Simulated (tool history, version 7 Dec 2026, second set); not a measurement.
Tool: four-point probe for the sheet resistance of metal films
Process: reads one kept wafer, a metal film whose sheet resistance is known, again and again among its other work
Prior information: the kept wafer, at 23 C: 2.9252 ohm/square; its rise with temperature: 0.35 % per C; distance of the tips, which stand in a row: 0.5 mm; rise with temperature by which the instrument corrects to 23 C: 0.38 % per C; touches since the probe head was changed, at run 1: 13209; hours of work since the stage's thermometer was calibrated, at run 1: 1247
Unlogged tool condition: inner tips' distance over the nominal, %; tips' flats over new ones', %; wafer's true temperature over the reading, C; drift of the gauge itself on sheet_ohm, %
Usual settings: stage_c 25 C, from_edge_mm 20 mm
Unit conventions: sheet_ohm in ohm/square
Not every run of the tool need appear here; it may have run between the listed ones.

| run | hour | stage_c | from_edge_mm | touches since the probe head was changed | hours of work since the stage's thermometer was calibrated | sheet_ohm |
|---|---|---|---|---|---|---|
| 1 | 0.0 | 25 | 20 | 13209 | 1247 | 2.924426 |
| 2 | 34.2 | 25 | 20 | 13787 | 1268 | 2.924134 |
| 3 | 50.7 | 20 | 20 | 14065 | 1279 | 2.928411 |
| 4 | 82.3 | 20 | 20 | 14597 | 1298 | 2.928248 |
| 5 | 114.7 | 20 | 20 | 15145 | 1319 | 2.928293 |
| 6 | 140.9 | 20 | 20 | 15587 | 1335 | 2.928559 |
| 7 | 168.9 | 20 | 20 | 16059 | 1353 | 2.927610 |
| 8 | 185.2 | 25 | 20 | 16334 | 1363 | 2.924011 |
|  | 188.7 | stage's thermometer calibrated |
| 9 | 207.1 | 25 | 20 | 16695 | 11 | 2.926227 |
| 10 | 229.5 | 25 | 20 | 17074 | 26 | 2.923884 |
| 11 | 250.4 | 25 | 20 | 17426 | 39 | 2.924173 |
| 12 | 279.0 | 25 | 20 | 17909 | 57 | 2.925380 |
| 13 | 312.2 | 25 | 33 | 18469 | 77 | 2.922949 |
| 14 | 340.1 | 25 | 33 | 18940 | 95 | 2.923472 |
| 15 | 371.5 | 25 | 33 | 19469 | 115 | 2.923628 |
| 16 | 395.3 | 20 | 33 | 19872 | 129 | 2.926816 |
| 17 | 424.1 | 20 | 33 | 20357 | 148 | 2.927069 |
| 18 | 460.3 | 20 | 33 | 20968 | 170 | 2.926939 |
| 19 | 483.0 | 20 | 33 | 21352 | 184 | 2.927953 |
| 20 | 518.4 | 25 | 20 | 21949 | 207 | 2.925160 |
| 21 | 534.1 | 25 | 20 | 22213 | 216 | 2.924550 |
| 22 | 558.5 | 24 | 74 | 22625 | 232 | 2.923779 |
| 23 | 578.4 | 25 | 28 | 22961 | 244 | 2.923261 |
| 24 | 609.3 | 32 | 34 | 23482 | 264 | 2.918382 |
| 25 | 626.5 | 32 | 34 | 23773 | 274 | 2.919650 |
| 26 | 643.4 | 32 | 34 | 24058 | 285 | 2.919758 |
| 27 | 671.1 | 32 | 34 | 24526 | 302 | 2.919388 |
| 28 | 702.0 | 26 | 27 | 25047 | 322 | 2.923880 |
| 29 | 732.5 | 25 | 10 | 25561 | 341 | 2.927775 |
| 30 | 767.2 | 31 | 10 | 26147 | 363 | 2.922282 |
| 31 | 782.0 | 31 | 10 | 26397 | 372 | 2.923061 |
| 32 | 804.9 | 30 | 3 | 26783 | 386 | 2.963311 |
| 33 | 832.0 | 32 | 50 | 27240 | 403 | 2.919727 |
| 34 | 868.0 | 33 | 20 | 27848 | 426 | 2.919507 |
| 35 | 896.8 | 33 | 20 | 28334 | 444 | 2.919076 |
| 36 | 931.4 | 22 | 3 | 28919 | 465 | 2.969836 |
| 37 | 964.3 | 29 | 3 | 29473 | 486 | 2.963806 |
| 38 | 989.3 | 29 | 3 | 29895 | 502 | 2.964375 |
| 39 | 1014.2 | 32 | 12 | 30315 | 517 | 2.921632 |
| 40 | 1048.9 | 27 | 74 | 30902 | 539 | 2.922166 |
| 41 | 1072.5 | 32 | 10 | 31299 | 554 | 2.923070 |
| 42 | 1094.6 | 32 | 10 | 31672 | 568 | 2.923437 |

What if the next run were any one of these 4? Each begins from the tool's condition after run 42:
| A | 1125.8 | 23 | 4 | 32199 | 587 | ? |
| B | 1125.8 | 29 | 10 | 32199 | 587 | ? |
| C | 1125.8 | 24 | 17 | 32199 | 587 | ? |
| D | 1125.8 | 21 | 18 | 32199 | 587 | ? |

| run | sheet_ohm |
|---|---|
| A | 2.950232 |
| B | 2.925019 |
| C | 2.925406 |
| D | 2.927752 |
With no hidden state in the tool, these same runs would have given:
| run | sheet_ohm |
|---|---|
| A | 2.950384 |
| B | 2.925170 |
| C | 2.925558 |
| D | 2.927903 |

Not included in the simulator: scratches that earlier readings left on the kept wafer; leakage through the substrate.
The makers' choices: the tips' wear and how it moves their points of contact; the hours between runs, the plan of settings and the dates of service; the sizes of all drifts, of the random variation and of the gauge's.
